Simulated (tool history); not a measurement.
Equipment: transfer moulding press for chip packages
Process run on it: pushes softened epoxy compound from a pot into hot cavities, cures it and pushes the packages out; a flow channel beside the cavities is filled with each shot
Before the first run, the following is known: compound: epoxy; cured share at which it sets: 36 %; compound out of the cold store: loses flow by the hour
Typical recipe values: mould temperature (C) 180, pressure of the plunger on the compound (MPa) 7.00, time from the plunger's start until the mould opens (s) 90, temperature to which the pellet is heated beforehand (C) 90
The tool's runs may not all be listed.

run    day  mould temperature (C)  pressure of the plunger on the compound (MPa)  time from the plunger's start until the mould opens (s)  temperature to which the pellet is heated beforehand (C)  incoming compound's hours out of the cold store  length that the compound runs in the flow channel (mm)  greatest force on the pins that push the packages out (N)
  1  0.000                    180                                           7.00                                                       90                                                        90                                             44.8                                                     887                                                        193
  2  0.396                    180                                           7.00                                                       90                                                        90                                             10.0                                                    1063                                                        199
  3  0.950                    180                                           7.00                                                       98                                                        90                                             40.1                                                     907                                                        171
  4  1.225                    180                                           7.00                                                       98                                                        90                                             34.2                                                     941                                                        176
  5  1.746                    180                                           7.80                                                       90                                                        90                                             39.2                                                     965                                                        199
  6  2.304                    180                                           7.80                                                       90                                                        90                                             12.3                                                    1107                                                        211
  7  2.879                    180                                           7.80                                                       90                                                        90                                             13.9                                                    1096                                                        207
  8  3.258                    186                                           7.00                                                       90                                                        90                                             46.0                                                     872                                                        165
  9  3.542                    186                                           7.00                                                       90                                                        90                                             30.1                                                     943                                                        172
 10  3.888                    180                                           7.00                                                       90                                                        90                                              8.9                                                    1061                                                        207
 11  4.454                    180                                           7.00                                                       90                                                        90                                             38.0                                                     918                                                        191
     4.638  -- cavities cleaned with cleaning compound and waxed
 12  5.004                    180                                           7.00                                                       90                                                        95                                             43.1                                                     896                                                        187
 13  5.258                    186                                           8.00                                                      116                                                        86                                             41.4                                                     950                                                        160
     5.604  -- plunger's sealing rings changed
 14  5.746                    179                                           6.55                                                       89                                                        90                                             15.3                                                     999                                                        211
 15  6.312                    179                                           6.55                                                       89                                                        90                                             29.0                                                     933                                                        208
 16  6.625                    179                                           6.55                                                       89                                                        90                                             47.0                                                     855                                                        201
 17  7.008                    179                                           5.45                                                       89                                                        95                                             14.4                                                     921                                                        221
 18  7.446                    185                                           7.00                                                       89                                                        92                                             29.3                                                     946                                                        169
 19  7.917                    185                                           7.00                                                       89                                                        92                                              9.7                                                    1044                                                        181
 20  8.271                    185                                           7.00                                                       89                                                        92                                             40.9                                                     890                                                        180
 21  8.542                    185                                           7.00                                                       89                                                        92                                             19.8                                                     996                                                        169

4 ways to go on from here, each from the tool as it stands after run 21. What would each give?
  A  8.917                    180                                           5.95                                                       90                                                        95                                             26.1                                                       ?                                                          ?
  B  8.917                    185                                           7.00                                                       76                                                        90                                             26.6                                                       ?                                                          ?
  C  8.917                    187                                           7.00                                                       89                                                        92                                             21.6                                                       ?                                                          ?
  D  8.917                    180                                           7.00                                                       90                                                        84                                             17.0                                                       ?                                                          ?

run  length that the compound runs in the flow channel (mm)  greatest force on the pins that push the packages out (N)
  A                                                     894                                                        203
  B                                                     957                                                        212
  C                                                     983                                                        167
  D                                                    1029                                                        208
Had the tool no hidden state, the same runs would have come out as:
run  length that the compound runs in the flow channel (mm)  greatest force on the pins that push the packages out (N)
  A                                                     894                                                        200
  B                                                     957                                                        209
  C                                                     984                                                        165
  D                                                    1029                                                        205
